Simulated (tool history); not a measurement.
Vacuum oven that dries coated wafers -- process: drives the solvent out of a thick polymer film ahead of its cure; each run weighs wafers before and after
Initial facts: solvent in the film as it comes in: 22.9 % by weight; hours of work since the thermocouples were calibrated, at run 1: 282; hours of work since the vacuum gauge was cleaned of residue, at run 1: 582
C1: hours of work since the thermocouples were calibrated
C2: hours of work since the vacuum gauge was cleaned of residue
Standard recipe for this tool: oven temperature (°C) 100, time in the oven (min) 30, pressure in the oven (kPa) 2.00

{"run": 1, "hour": 0.0, "oven temperature (°C)": 100, "time in the oven (min)": 30, "pressure in the oven (kPa)": 2.0, "C1": 282, "C2": 582, "solvent left in the film (%)": 5.58}
{"run": 2, "hour": 14.7, "oven temperature (°C)": 100, "time in the oven (min)": 30, "pressure in the oven (kPa)": 2.0, "C1": 292, "C2": 591, "solvent left in the film (%)": 5.43}
{"run": 3, "hour": 29.4, "oven temperature (°C)": 100, "time in the oven (min)": 30, "pressure in the oven (kPa)": 2.0, "C1": 301, "C2": 601, "solvent left in the film (%)": 5.4}
{"run": 4, "hour": 44.3, "oven temperature (°C)": 100, "time in the oven (min)": 30, "pressure in the oven (kPa)": 2.0, "C1": 311, "C2": 610, "solvent left in the film (%)": 5.68}
{"run": 5, "hour": 54.4, "oven temperature (°C)": 100, "time in the oven (min)": 30, "pressure in the oven (kPa)": 2.0, "C1": 317, "C2": 617, "solvent left in the film (%)": 5.48}
{"run": 6, "hour": 65.9, "oven temperature (°C)": 100, "time in the oven (min)": 30, "pressure in the oven (kPa)": 2.0, "C1": 324, "C2": 624, "solvent left in the film (%)": 5.58}
{"run": 7, "hour": 80.2, "oven temperature (°C)": 100, "time in the oven (min)": 30, "pressure in the oven (kPa)": 2.0, "C1": 334, "C2": 633, "solvent left in the film (%)": 5.49}
{"run": 8, "hour": 94.7, "oven temperature (°C)": 100, "time in the oven (min)": 30, "pressure in the oven (kPa)": 2.0, "C1": 343, "C2": 642, "solvent left in the film (%)": 5.42}
{"run": 9, "hour": 107.1, "oven temperature (°C)": 100, "time in the oven (min)": 30, "pressure in the oven (kPa)": 2.0, "C1": 351, "C2": 650, "solvent left in the film (%)": 5.45}
{"run": 10, "hour": 117.1, "oven temperature (°C)": 100, "time in the oven (min)": 30, "pressure in the oven (kPa)": 2.0, "C1": 357, "C2": 657, "solvent left in the film (%)": 5.64}
{"run": 11, "hour": 124.6, "oven temperature (°C)": 92, "time in the oven (min)": 30, "pressure in the oven (kPa)": 2.0, "C1": 362, "C2": 662, "solvent left in the film (%)": 9.45}
{"run": 12, "hour": 139.7, "oven temperature (°C)": 92, "time in the oven (min)": 30, "pressure in the oven (kPa)": 2.0, "C1": 372, "C2": 671, "solvent left in the film (%)": 9.53}
{"run": 13, "hour": 147.1, "oven temperature (°C)": 100, "time in the oven (min)": 30, "pressure in the oven (kPa)": 3.26, "C1": 377, "C2": 676, "solvent left in the film (%)": 6.36}
{"run": 14, "hour": 160.9, "oven temperature (°C)": 100, "time in the oven (min)": 30, "pressure in the oven (kPa)": 3.26, "C1": 385, "C2": 685, "solvent left in the film (%)": 6.34}
{"run": 15, "hour": 174.6, "oven temperature (°C)": 100, "time in the oven (min)": 30, "pressure in the oven (kPa)": 3.26, "C1": 394, "C2": 694, "solvent left in the film (%)": 6.42}
{"run": 16, "hour": 185.0, "oven temperature (°C)": 100, "time in the oven (min)": 30, "pressure in the oven (kPa)": 2.0, "C1": 401, "C2": 700, "solvent left in the film (%)": 5.62}
{"run": 17, "hour": 193.4, "oven temperature (°C)": 100, "time in the oven (min)": 30, "pressure in the oven (kPa)": 2.0, "C1": 406, "C2": 706, "solvent left in the film (%)": 5.77}
{"run": 18, "hour": 208.7, "oven temperature (°C)": 98, "time in the oven (min)": 28, "pressure in the oven (kPa)": 2.0, "C1": 416, "C2": 716, "solvent left in the film (%)": 6.96}
{"run": 19, "hour": 218.3, "oven temperature (°C)": 98, "time in the oven (min)": 28, "pressure in the oven (kPa)": 2.0, "C1": 422, "C2": 722, "solvent left in the film (%)": 6.97}
{"run": 20, "hour": 225.4, "oven temperature (°C)": 112, "time in the oven (min)": 48, "pressure in the oven (kPa)": 1.32, "C1": 427, "C2": 726, "solvent left in the film (%)": 0.88}
{"run": 21, "hour": 233.2, "oven temperature (°C)": 112, "time in the oven (min)": 48, "pressure in the oven (kPa)": 1.32, "C1": 432, "C2": 731, "solvent left in the film (%)": 0.82}
{"run": 22, "hour": 241.4, "oven temperature (°C)": 100, "time in the oven (min)": 25, "pressure in the oven (kPa)": 6.04, "C1": 437, "C2": 737, "solvent left in the film (%)": 8.8}
{"run": 23, "hour": 247.7, "oven temperature (°C)": 100, "time in the oven (min)": 25, "pressure in the oven (kPa)": 6.04, "C1": 441, "C2": 741, "solvent left in the film (%)": 9.03}
{"run": 24, "hour": 254.2, "oven temperature (°C)": 95, "time in the oven (min)": 28, "pressure in the oven (kPa)": 1.15, "C1": 445, "C2": 745, "solvent left in the film (%)": 7.94}
{"run": 25, "hour": 268.9, "oven temperature (°C)": 94, "time in the oven (min)": 30, "pressure in the oven (kPa)": 1.69, "C1": 455, "C2": 754, "solvent left in the film (%)": 8.51}
{"run": 26, "hour": 280.1, "oven temperature (°C)": 106, "time in the oven (min)": 21, "pressure in the oven (kPa)": 5.63, "C1": 462, "C2": 761, "solvent left in the film (%)": 6.95}
{"run": 27, "hour": 291.7, "oven temperature (°C)": 106, "time in the oven (min)": 21, "pressure in the oven (kPa)": 5.63, "C1": 469, "C2": 769, "solvent left in the film (%)": 6.87}
{"run": 28, "hour": 297.9, "oven temperature (°C)": 100, "time in the oven (min)": 31, "pressure in the oven (kPa)": 6.82, "C1": 473, "C2": 773, "solvent left in the film (%)": 8.37}
{"run": 29, "hour": 311.0, "oven temperature (°C)": 100, "time in the oven (min)": 31, "pressure in the oven (kPa)": 6.82, "C1": 482, "C2": 781, "solvent left in the film (%)": 8.32}
{"run": 30, "hour": 319.8, "oven temperature (°C)": 100, "time in the oven (min)": 37, "pressure in the oven (kPa)": 2.0, "C1": 487, "C2": 787, "solvent left in the film (%)": 4.67}
{"run": 31, "hour": 333.3, "oven temperature (°C)": 98, "time in the oven (min)": 19, "pressure in the oven (kPa)": 2.0, "C1": 496, "C2": 795, "solvent left in the film (%)": 9.53}
{"run": 32, "hour": 345.2, "oven temperature (°C)": 98, "time in the oven (min)": 19, "pressure in the oven (kPa)": 2.0, "C1": 504, "C2": 803, "solvent left in the film (%)": 9.59}

Forecast each of these 5 alternatives for the next run:
{"run": "A", "hour": 355.5, "oven temperature (°C)": 113, "time in the oven (min)": 40, "pressure in the oven (kPa)": 2.33, "C1": 510, "C2": 810, "solvent left in the film (%)": "?"}
{"run": "B", "hour": 355.5, "oven temperature (°C)": 104, "time in the oven (min)": 35, "pressure in the oven (kPa)": 2.61, "C1": 510, "C2": 810, "solvent left in the film (%)": "?"}
{"run": "C", "hour": 355.5, "oven temperature (°C)": 115, "time in the oven (min)": 28, "pressure in the oven (kPa)": 4.8, "C1": 510, "C2": 810, "solvent left in the film (%)": "?"}
{"run": "D", "hour": 355.5, "oven temperature (°C)": 92, "time in the oven (min)": 18, "pressure in the oven (kPa)": 2.0, "C1": 510, "C2": 810, "solvent left in the film (%)": "?"}
{"run": "E", "hour": 355.5, "oven temperature (°C)": 101, "time in the oven (min)": 29, "pressure in the oven (kPa)": 2.48, "C1": 510, "C2": 810, "solvent left in the film (%)": "?"}

run=A solvent_left_in_the_film_(%)=1.38
run=B solvent_left_in_the_film_(%)=3.78
run=C solvent_left_in_the_film_(%)=2.69
run=D solvent_left_in_the_film_(%)=12.40
run=E solvent_left_in_the_film_(%)=5.76
Stripped of hidden state, with their random variation kept, the same runs would have yielded:
run=A solvent_left_in_the_film_(%)=1.22
run=B solvent_left_in_the_film_(%)=3.43
run=C solvent_left_in_the_film_(%)=2.48
run=D solvent_left_in_the_film_(%)=12.00
run=E solvent_left_in_the_film_(%)=5.33

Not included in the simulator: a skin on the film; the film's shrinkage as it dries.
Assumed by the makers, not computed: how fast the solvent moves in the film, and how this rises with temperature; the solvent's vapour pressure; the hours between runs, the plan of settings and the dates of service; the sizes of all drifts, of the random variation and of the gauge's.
